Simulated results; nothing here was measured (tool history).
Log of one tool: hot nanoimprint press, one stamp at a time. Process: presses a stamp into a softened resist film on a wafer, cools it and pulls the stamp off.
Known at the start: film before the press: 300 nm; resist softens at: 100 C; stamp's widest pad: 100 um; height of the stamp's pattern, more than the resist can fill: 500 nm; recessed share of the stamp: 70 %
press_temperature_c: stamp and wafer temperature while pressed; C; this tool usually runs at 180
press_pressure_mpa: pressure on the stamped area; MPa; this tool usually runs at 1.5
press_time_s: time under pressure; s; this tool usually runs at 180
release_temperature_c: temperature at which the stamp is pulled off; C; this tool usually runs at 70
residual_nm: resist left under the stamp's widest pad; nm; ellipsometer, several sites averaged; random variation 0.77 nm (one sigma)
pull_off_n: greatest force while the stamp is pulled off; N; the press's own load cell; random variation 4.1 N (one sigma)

run 1 hour=0 | press_temperature_c=180 press_pressure_mpa=1.5 press_time_s=180 release_temperature_c=70 | residual_nm=155.9 pull_off_n=199
run 2 hour=20.1 | press_temperature_c=180 press_pressure_mpa=1.5 press_time_s=180 release_temperature_c=70 | residual_nm=156.3 pull_off_n=212
run 3 hour=44.4 | press_temperature_c=180 press_pressure_mpa=1.5 press_time_s=180 release_temperature_c=70 | residual_nm=155.9 pull_off_n=211
run 4 hour=67.7 | press_temperature_c=180 press_pressure_mpa=1.5 press_time_s=180 release_temperature_c=70 | residual_nm=154.1 pull_off_n=217
run 5 hour=92.1 | press_temperature_c=180 press_pressure_mpa=1.5 press_time_s=180 release_temperature_c=70 | residual_nm=155.3 pull_off_n=218
run 6 hour=122.3 | press_temperature_c=180 press_pressure_mpa=1.5 press_time_s=180 release_temperature_c=70 | residual_nm=156.4 pull_off_n=214
run 7 hour=152.4 | press_temperature_c=180 press_pressure_mpa=1.5 press_time_s=180 release_temperature_c=70 | residual_nm=156.6 pull_off_n=222
run 8 hour=179 | press_temperature_c=180 press_pressure_mpa=1.5 press_time_s=180 release_temperature_c=70 | residual_nm=156 pull_off_n=242
run 9 hour=199.4 | press_temperature_c=180 press_pressure_mpa=1.5 press_time_s=97 release_temperature_c=70 | residual_nm=191.9 pull_off_n=243
run 10 hour=230.6 | press_temperature_c=180 press_pressure_mpa=1.5 press_time_s=180 release_temperature_c=70 | residual_nm=157.9 pull_off_n=233
run 11 hour=251.9 | press_temperature_c=180 press_pressure_mpa=1.5 press_time_s=180 release_temperature_c=70 | residual_nm=157.6 pull_off_n=247
run 12 hour=279 | press_temperature_c=180 press_pressure_mpa=1.5 press_time_s=180 release_temperature_c=70 | residual_nm=160.3 pull_off_n=252
run 13 hour=305.1 | press_temperature_c=190 press_pressure_mpa=1.5 press_time_s=288 release_temperature_c=73 | residual_nm=85.8 pull_off_n=225
-- hour=317.4 stamp cleaned and given a new release coat
run 14 hour=343.9 | press_temperature_c=178 press_pressure_mpa=1.46 press_time_s=234 release_temperature_c=56 | residual_nm=159.7 pull_off_n=297
run 15 hour=360.3 | press_temperature_c=174 press_pressure_mpa=1.46 press_time_s=234 release_temperature_c=61 | residual_nm=188.6 pull_off_n=267
run 16 hour=389.1 | press_temperature_c=174 press_pressure_mpa=1.46 press_time_s=234 release_temperature_c=61 | residual_nm=187.8 pull_off_n=276
run 17 hour=416.8 | press_temperature_c=190 press_pressure_mpa=1.18 press_time_s=234 release_temperature_c=61 | residual_nm=106.5 pull_off_n=274
-- hour=434 plate thermocouple calibrated
run 18 hour=434.1 | press_temperature_c=190 press_pressure_mpa=1.18 press_time_s=234 release_temperature_c=61 | residual_nm=104.2 pull_off_n=280
run 19 hour=457.1 | press_temperature_c=173 press_pressure_mpa=1.04 press_time_s=234 release_temperature_c=56 | residual_nm=215 pull_off_n=311
run 20 hour=479.6 | press_temperature_c=172 press_pressure_mpa=1.5 press_time_s=180 release_temperature_c=68 | residual_nm=211 pull_off_n=245
run 21 hour=505.2 | press_temperature_c=180 press_pressure_mpa=1.95 press_time_s=180 release_temperature_c=69 | residual_nm=139.3 pull_off_n=237

4 ways to go on from here, each from the tool as it stands after run 21. What would each give?
run A hour=529.2 | press_temperature_c=189 press_pressure_mpa=1.57 press_time_s=180 release_temperature_c=72 | residual_nm=? pull_off_n=?
run B hour=529.2 | press_temperature_c=184 press_pressure_mpa=0.98 press_time_s=180 release_temperature_c=70 | residual_nm=? pull_off_n=?
run C hour=529.2 | press_temperature_c=174 press_pressure_mpa=1.97 press_time_s=174 release_temperature_c=69 | residual_nm=? pull_off_n=?
run D hour=529.2 | press_temperature_c=180 press_pressure_mpa=1.5 press_time_s=255 release_temperature_c=70 | residual_nm=? pull_off_n=?

run=A residual_nm=105.5 pull_off_n=222
run=B residual_nm=161.9 pull_off_n=235
run=C residual_nm=180.2 pull_off_n=242
run=D residual_nm=139.5 pull_off_n=245
Without the tool's hidden state the same runs would have given:
run=A residual_nm=102.2 pull_off_n=190
run=B residual_nm=158.8 pull_off_n=201
run=C residual_nm=174.7 pull_off_n=207
run=D residual_nm=135.5 pull_off_n=210
